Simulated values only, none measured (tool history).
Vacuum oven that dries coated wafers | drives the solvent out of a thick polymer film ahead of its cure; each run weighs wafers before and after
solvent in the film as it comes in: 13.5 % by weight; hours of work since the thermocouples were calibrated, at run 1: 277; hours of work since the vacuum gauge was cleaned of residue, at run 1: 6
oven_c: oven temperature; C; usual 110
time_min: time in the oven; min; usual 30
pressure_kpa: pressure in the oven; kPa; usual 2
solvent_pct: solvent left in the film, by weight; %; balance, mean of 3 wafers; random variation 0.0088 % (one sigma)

run,hour,oven_c,time_min,pressure_kpa,hours of work since the thermocouples were calibrated,hours of work since the vacuum gauge was cleaned of residue,solvent_pct
1,0,110,30,2,277,6,2.562
2,11.4,110,30,2,284,14,2.553
3,33,110,30,2,299,29,2.565
4,43.3,110,30,2,306,36,2.553
5,59.7,110,30,2,317,47,2.568
6,79.6,110,30,2,331,60,2.558
7,93.4,110,30,7.72,340,70,3.726
8,107.6,123,30,2,350,79,0.699
9,130.2,105,24,1.56,365,95,4.421
10,142.8,123,29,2,374,103,0.757
11,164.2,117,43,5.83,388,118,1.43
12,175.7,111,29,2,396,126,2.465
13,189.6,108,35,1.24,405,135,2.291
14,211.3,110,30,1.95,420,150,2.542
15,227.5,103,41,3.79,431,161,3.432

4 ways to go on from here, each from the tool as it stands after run 15. What would each give?
A,247.5,109,15,1.02,445,174,?
B,247.5,115,41,3.79,445,174,?
C,247.5,105,17,3.21,445,174,?
D,247.5,110,21,2,445,174,?

run,solvent_pct
A,5.237
B,1.307
C,6.018
D,3.851
Without the tool's hidden state the same runs would have given:
run,solvent_pct
A,5.214
B,1.287
C,5.994
D,3.826
